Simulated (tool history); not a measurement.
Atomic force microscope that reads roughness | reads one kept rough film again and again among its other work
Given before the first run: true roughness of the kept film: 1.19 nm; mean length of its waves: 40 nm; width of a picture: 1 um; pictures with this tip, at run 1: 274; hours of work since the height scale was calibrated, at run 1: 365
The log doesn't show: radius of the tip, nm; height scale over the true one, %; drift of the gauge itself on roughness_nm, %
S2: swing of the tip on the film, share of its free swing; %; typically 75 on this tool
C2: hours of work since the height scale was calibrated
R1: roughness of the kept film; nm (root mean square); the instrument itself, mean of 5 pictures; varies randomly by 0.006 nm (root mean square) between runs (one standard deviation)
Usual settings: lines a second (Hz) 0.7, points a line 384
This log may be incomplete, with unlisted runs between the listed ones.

{"run": 1, "day": 0.0, "lines a second (Hz)": 0.7, "S2": 75, "points a line": 384, "pictures with this tip": 274, "C2": 365, "R1": 1.067}
{"day": 1.446, "done": "new tip fitted"}
{"run": 2, "day": 2.571, "lines a second (Hz)": 0.7, "S2": 75, "points a line": 384, "pictures with this tip": 38, "C2": 397, "R1": 1.122}
{"run": 3, "day": 4.029, "lines a second (Hz)": 0.7, "S2": 75, "points a line": 384, "pictures with this tip": 87, "C2": 416, "R1": 1.111}
{"run": 4, "day": 5.604, "lines a second (Hz)": 0.7, "S2": 75, "points a line": 384, "pictures with this tip": 140, "C2": 436, "R1": 1.096}
{"run": 5, "day": 8.017, "lines a second (Hz)": 0.7, "S2": 75, "points a line": 384, "pictures with this tip": 221, "C2": 467, "R1": 1.083}
{"run": 6, "day": 9.896, "lines a second (Hz)": 0.7, "S2": 75, "points a line": 384, "pictures with this tip": 284, "C2": 490, "R1": 1.072}
{"day": 10.958, "done": "new tip fitted"}
{"run": 7, "day": 12.817, "lines a second (Hz)": 0.7, "S2": 75, "points a line": 384, "pictures with this tip": 63, "C2": 527, "R1": 1.123}
{"run": 8, "day": 15.438, "lines a second (Hz)": 0.7, "S2": 75, "points a line": 384, "pictures with this tip": 151, "C2": 561, "R1": 1.1}
{"run": 9, "day": 17.05, "lines a second (Hz)": 0.7, "S2": 75, "points a line": 838, "pictures with this tip": 205, "C2": 581, "R1": 1.091}
{"run": 10, "day": 19.496, "lines a second (Hz)": 0.7, "S2": 75, "points a line": 838, "pictures with this tip": 287, "C2": 612, "R1": 1.078}
{"day": 20.717, "done": "new tip fitted"}
{"run": 11, "day": 21.038, "lines a second (Hz)": 1.489, "S2": 75, "points a line": 384, "pictures with this tip": 11, "C2": 631, "R1": 1.103}
{"run": 12, "day": 23.571, "lines a second (Hz)": 1.489, "S2": 75, "points a line": 384, "pictures with this tip": 96, "C2": 663, "R1": 1.09}
{"run": 13, "day": 25.625, "lines a second (Hz)": 1.489, "S2": 75, "points a line": 384, "pictures with this tip": 165, "C2": 690, "R1": 1.066}
{"run": 14, "day": 27.133, "lines a second (Hz)": 1.489, "S2": 75, "points a line": 384, "pictures with this tip": 216, "C2": 709, "R1": 1.052}
{"run": 15, "day": 29.012, "lines a second (Hz)": 0.7, "S2": 75, "points a line": 384, "pictures with this tip": 279, "C2": 733, "R1": 1.059}
{"day": 30.217, "done": "new tip fitted"}
{"run": 16, "day": 30.792, "lines a second (Hz)": 0.7, "S2": 75, "points a line": 384, "pictures with this tip": 19, "C2": 755, "R1": 1.14}
{"run": 17, "day": 32.262, "lines a second (Hz)": 0.7, "S2": 75, "points a line": 384, "pictures with this tip": 68, "C2": 774, "R1": 1.12}
{"run": 18, "day": 34.7, "lines a second (Hz)": 2.03, "S2": 75, "points a line": 384, "pictures with this tip": 150, "C2": 805, "R1": 1.062}
{"run": 19, "day": 36.854, "lines a second (Hz)": 0.621, "S2": 75, "points a line": 384, "pictures with this tip": 223, "C2": 832, "R1": 1.09}
{"run": 20, "day": 39.404, "lines a second (Hz)": 0.621, "S2": 75, "points a line": 384, "pictures with this tip": 308, "C2": 864, "R1": 1.068}
{"day": 39.804, "done": "new tip fitted"}
{"run": 21, "day": 41.508, "lines a second (Hz)": 0.621, "S2": 75, "points a line": 384, "pictures with this tip": 57, "C2": 891, "R1": 1.131}
{"run": 22, "day": 42.771, "lines a second (Hz)": 0.75, "S2": 75, "points a line": 384, "pictures with this tip": 100, "C2": 907, "R1": 1.11}
{"run": 23, "day": 45.508, "lines a second (Hz)": 0.75, "S2": 75, "points a line": 384, "pictures with this tip": 192, "C2": 941, "R1": 1.08}
{"run": 24, "day": 47.112, "lines a second (Hz)": 0.985, "S2": 75, "points a line": 384, "pictures with this tip": 246, "C2": 962, "R1": 1.067}
{"day": 49.367, "done": "new tip fitted"}
{"run": 25, "day": 49.796, "lines a second (Hz)": 0.7, "S2": 75, "points a line": 384, "pictures with this tip": 14, "C2": 996, "R1": 1.122}
{"run": 26, "day": 51.179, "lines a second (Hz)": 0.7, "S2": 75, "points a line": 384, "pictures with this tip": 60, "C2": 1013, "R1": 1.121}
{"run": 27, "day": 53.458, "lines a second (Hz)": 0.7, "S2": 70, "points a line": 933, "pictures with this tip": 137, "C2": 1042, "R1": 1.113}
{"run": 28, "day": 55.871, "lines a second (Hz)": 0.7, "S2": 67, "points a line": 384, "pictures with this tip": 218, "C2": 1073, "R1": 1.083}
{"run": 29, "day": 57.942, "lines a second (Hz)": 0.7, "S2": 75, "points a line": 278, "pictures with this tip": 288, "C2": 1099, "R1": 1.061}
{"day": 58.979, "done": "new tip fitted"}
{"run": 30, "day": 59.833, "lines a second (Hz)": 0.7, "S2": 75, "points a line": 278, "pictures with this tip": 28, "C2": 1123, "R1": 1.127}
{"run": 31, "day": 62.183, "lines a second (Hz)": 0.685, "S2": 70, "points a line": 589, "pictures with this tip": 107, "C2": 1153, "R1": 1.125}
{"run": 32, "day": 64.833, "lines a second (Hz)": 0.685, "S2": 55, "points a line": 339, "pictures with this tip": 196, "C2": 1186, "R1": 1.096}
{"run": 33, "day": 66.462, "lines a second (Hz)": 1.451, "S2": 78, "points a line": 635, "pictures with this tip": 251, "C2": 1207, "R1": 1.044}
{"day": 68.596, "done": "new tip fitted"}
{"run": 34, "day": 69.462, "lines a second (Hz)": 1.451, "S2": 78, "points a line": 873, "pictures with this tip": 29, "C2": 1245, "R1": 1.111}
{"run": 35, "day": 71.096, "lines a second (Hz)": 1.451, "S2": 78, "points a line": 873, "pictures with this tip": 84, "C2": 1265, "R1": 1.095}
{"run": 36, "day": 73.017, "lines a second (Hz)": 0.7, "S2": 80, "points a line": 360, "pictures with this tip": 149, "C2": 1290, "R1": 1.107}
{"run": 37, "day": 75.917, "lines a second (Hz)": 0.7, "S2": 80, "points a line": 360, "pictures with this tip": 246, "C2": 1327, "R1": 1.08}
{"run": 38, "day": 78.054, "lines a second (Hz)": 0.7, "S2": 80, "points a line": 360, "pictures with this tip": 318, "C2": 1354, "R1": 1.055}
{"day": 78.221, "done": "new tip fitted"}
{"run": 39, "day": 80.967, "lines a second (Hz)": 0.737, "S2": 76, "points a line": 384, "pictures with this tip": 92, "C2": 1390, "R1": 1.124}
{"run": 40, "day": 82.554, "lines a second (Hz)": 0.737, "S2": 76, "points a line": 384, "pictures with this tip": 145, "C2": 1411, "R1": 1.102}
{"run": 41, "day": 85.242, "lines a second (Hz)": 0.672, "S2": 63, "points a line": 384, "pictures with this tip": 236, "C2": 1445, "R1": 1.099}
{"run": 42, "day": 86.679, "lines a second (Hz)": 0.672, "S2": 63, "points a line": 384, "pictures with this tip": 284, "C2": 1463, "R1": 1.078}
{"day": 87.792, "done": "new tip fitted"}
{"run": 43, "day": 88.688, "lines a second (Hz)": 1.14, "S2": 64, "points a line": 463, "pictures with this tip": 30, "C2": 1488, "R1": 1.143}
{"run": 44, "day": 91.012, "lines a second (Hz)": 2.626, "S2": 75, "points a line": 515, "pictures with this tip": 109, "C2": 1518, "R1": 1.051}
{"run": 45, "day": 92.233, "lines a second (Hz)": 0.7, "S2": 75, "points a line": 570, "pictures with this tip": 150, "C2": 1533, "R1": 1.108}
{"run": 46, "day": 94.354, "lines a second (Hz)": 0.7, "S2": 75, "points a line": 570, "pictures with this tip": 221, "C2": 1560, "R1": 1.098}
{"run": 47, "day": 95.875, "lines a second (Hz)": 0.7, "S2": 75, "points a line": 570, "pictures with this tip": 272, "C2": 1579, "R1": 1.074}
{"day": 97.3, "done": "new tip fitted"}
{"run": 48, "day": 97.3, "lines a second (Hz)": 2.109, "S2": 75, "points a line": 272, "pictures with this tip": 0, "C2": 1597, "R1": 1.091}
{"run": 49, "day": 98.517, "lines a second (Hz)": 0.626, "S2": 60, "points a line": 272, "pictures with this tip": 41, "C2": 1613, "R1": 1.14}
{"run": 50, "day": 101.088, "lines a second (Hz)": 0.609, "S2": 65, "points a line": 427, "pictures with this tip": 127, "C2": 1645, "R1": 1.125}
{"run": 51, "day": 103.154, "lines a second (Hz)": 0.781, "S2": 57, "points a line": 384, "pictures with this tip": 197, "C2": 1672, "R1": 1.111}

Alternative continuations, all from the tool just after run 51; predict every row:
{"run": "A", "day": 104.967, "lines a second (Hz)": 0.708, "S2": 57, "points a line": 384, "pictures with this tip": 258, "C2": 1695, "R1": "?"}
{"run": "B", "day": 104.967, "lines a second (Hz)": 0.7, "S2": 75, "points a line": 297, "pictures with this tip": 258, "C2": 1695, "R1": "?"}
{"run": "C", "day": 104.967, "lines a second (Hz)": 1.961, "S2": 85, "points a line": 296, "pictures with this tip": 258, "C2": 1695, "R1": "?"}
{"run": "D", "day": 104.967, "lines a second (Hz)": 1.319, "S2": 89, "points a line": 504, "pictures with this tip": 258, "C2": 1695, "R1": "?"}
{"run": "E", "day": 104.967, "lines a second (Hz)": 1.126, "S2": 76, "points a line": 855, "pictures with this tip": 258, "C2": 1695, "R1": "?"}

run=A R1=1.1
run=B R1=1.086
run=C R1=1.008
run=D R1=1.019
run=E R1=1.065
The same runs, with their run-to-run variation unchanged, on a tool lacking any hidden condition would have given:
run=A R1=1.147
run=B R1=1.132
run=C R1=1.051
run=D R1=1.063
run=E R1=1.11
